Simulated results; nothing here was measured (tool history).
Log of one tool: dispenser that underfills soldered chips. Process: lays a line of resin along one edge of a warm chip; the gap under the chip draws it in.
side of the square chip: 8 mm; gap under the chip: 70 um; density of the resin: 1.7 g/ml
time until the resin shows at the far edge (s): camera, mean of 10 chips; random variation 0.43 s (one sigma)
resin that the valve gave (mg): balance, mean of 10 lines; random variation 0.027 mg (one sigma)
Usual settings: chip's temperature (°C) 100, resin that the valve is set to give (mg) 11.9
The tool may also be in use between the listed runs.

run,hour,chip's temperature (°C),resin that the valve is set to give (mg),time until the resin shows at the far edge (s),resin that the valve gave (mg)
1,0,100,11.9,37.8,11.92
2,6.6,100,11.9,46.9,11.9
3,14.6,111,11.9,23,11.83
4,21.6,111,11.9,28.7,11.88
5,29.2,111,11.9,21.6,11.82
6,35.5,111,11.9,26.4,11.76
7,44.5,101,11.4,32.7,11.26
8,51.5,100,13,41.6,12.79
9,58.5,111,10.4,20.6,10.16
10,66.1,113,14.5,24.1,14.16
11,72.5,113,14.7,27.7,14.76

Not shown: 5 entries that the log had between the listed runs. Between which runs, and how does the tool's hidden state differ before and after?
Between runs 2 and 3: new syringe of resin (hour 8.7)
  resin's viscosity, % of fresh resin's: 152 -> 119.5; dose that the valve gives, % of what is set: 100.07 -> 99.79; true chip temperature over the reading, C: 0.61 -> 0.63
  measured less the result without the state, time until the resin shows at the far edge (s): +15.1 -> +3.3; resin that the valve gave (mg): +0.01 -> -0.02
Between runs 4 and 5: new syringe of resin (hour 25)
  resin's viscosity, % of fresh resin's: 147.8 -> 114; dose that the valve gives, % of what is set: 99.54 -> 99.27; true chip temperature over the reading, C: 0.65 -> 0.68
  measured less the result without the state, time until the resin shows at the far edge (s): +8.8 -> +2.1; resin that the valve gave (mg): -0.05 -> -0.09
Between runs 6 and 7: new syringe of resin (hour 40.7)
  resin's viscosity, % of fresh resin's: 138.1 -> 112.8; dose that the valve gives, % of what is set: 99.03 -> 98.72; true chip temperature over the reading, C: 0.7 -> 0.73
  measured less the result without the state, time until the resin shows at the far edge (s): +6.7 -> +2.8; resin that the valve gave (mg): -0.12 -> -0.14
Between runs 8 and 9: new syringe of resin (hour 56.8)
  resin's viscosity, % of fresh resin's: 139.5 -> 107.2; dose that the valve gives, % of what is set: 98.46 -> 98.21; true chip temperature over the reading, C: 0.75 -> 0.77
  measured less the result without the state, time until the resin shows at the far edge (s): +10.9 -> +0.9; resin that the valve gave (mg): -0.2 -> -0.19
Between runs 10 and 11: dispensing valve cleaned and set on the balance (hour 72)
  resin's viscosity, % of fresh resin's: 134.6 -> 158.5; dose that the valve gives, % of what is set: 97.95 -> 100.42; true chip temperature over the reading, C: 0.8 -> 0.81
  measured less the result without the state, time until the resin shows at the far edge (s): +5.6 -> +9.5; resin that the valve gave (mg): -0.29 -> +0.07
